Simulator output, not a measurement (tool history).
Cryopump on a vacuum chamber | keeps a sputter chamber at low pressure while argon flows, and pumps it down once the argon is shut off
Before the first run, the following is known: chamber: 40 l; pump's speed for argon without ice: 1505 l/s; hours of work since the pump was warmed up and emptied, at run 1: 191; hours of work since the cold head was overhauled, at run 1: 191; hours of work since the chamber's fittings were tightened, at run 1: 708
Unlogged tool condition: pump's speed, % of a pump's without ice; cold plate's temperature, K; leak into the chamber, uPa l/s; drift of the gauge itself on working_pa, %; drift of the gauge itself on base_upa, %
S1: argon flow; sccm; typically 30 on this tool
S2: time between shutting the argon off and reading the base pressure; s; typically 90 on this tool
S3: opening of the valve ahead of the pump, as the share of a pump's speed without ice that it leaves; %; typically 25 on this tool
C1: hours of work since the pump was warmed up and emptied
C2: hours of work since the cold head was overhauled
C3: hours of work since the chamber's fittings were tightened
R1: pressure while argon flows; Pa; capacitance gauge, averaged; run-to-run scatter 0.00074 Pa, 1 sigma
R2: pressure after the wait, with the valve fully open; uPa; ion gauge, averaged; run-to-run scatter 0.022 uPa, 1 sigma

run,day,S1,S2,S3,C1,C2,C3,R1,R2
1,0,30,90,25,191,191,708,0.1354,1.41
2,3.212,30,90,25,251,251,767,0.1358,1.43
3,5.171,30,90,25,287,287,803,0.1361,1.5
4,7.275,30,90,25,325,325,842,0.137,1.54
5,10.417,30,90,25,383,383,899,0.1375,1.62
6,11.975,30,90,25,412,412,928,0.1359,1.65
7,13.471,30,90,25,439,439,956,0.1381,1.71
8,15.796,30,55,25,482,482,998,0.1355,1.99
9,17.788,30,55,25,519,519,1035,0.1382,2.06
10,21.225,30,176,25,582,582,1098,0.1387,1.7
11,22.975,30,176,25,614,614,1131,0.1389,1.8
12,24.871,30,176,25,649,649,1166,0.139,1.81
13,28.183,30,176,25,710,710,1227,0.138,1.93
14,29.908,30,176,25,742,742,1258,0.1396,1.97
15,32.217,15,181,25,785,785,1301,0.0696,2.05
16,34.817,15,181,25,832,832,1349,0.0705,2.12
17,36.271,15,181,25,859,859,1375,0.0706,2.14
18,37.729,17,227,25,886,886,1402,0.0788,2.09
# day 38.983: pump warmed up, emptied and cooled again
19,40.479,17,227,25,27,933,1449,0.0768,1.93
20,43.258,17,227,25,79,984,1500,0.0756,2.02
21,45.429,17,227,25,119,1024,1540,0.077,2.11
22,48.867,37,49,25,182,1087,1604,0.1677,2.71
23,51.125,30,71,25,223,1129,1645,0.1364,2.52
24,53.508,30,79,42,267,1173,1689,0.0824,2.61

Run 25 is up next; what results do you expect?
25,56.204,15,79,59,317,1222,1739,?,?

{"run 25": {"R1": 0.0296, "R2": 2.63}}
Were there no unlogged condition in the tool, this run, its random variation unchanged, would have produced R1 0.0286 Pa, R2 0.6 uPa.
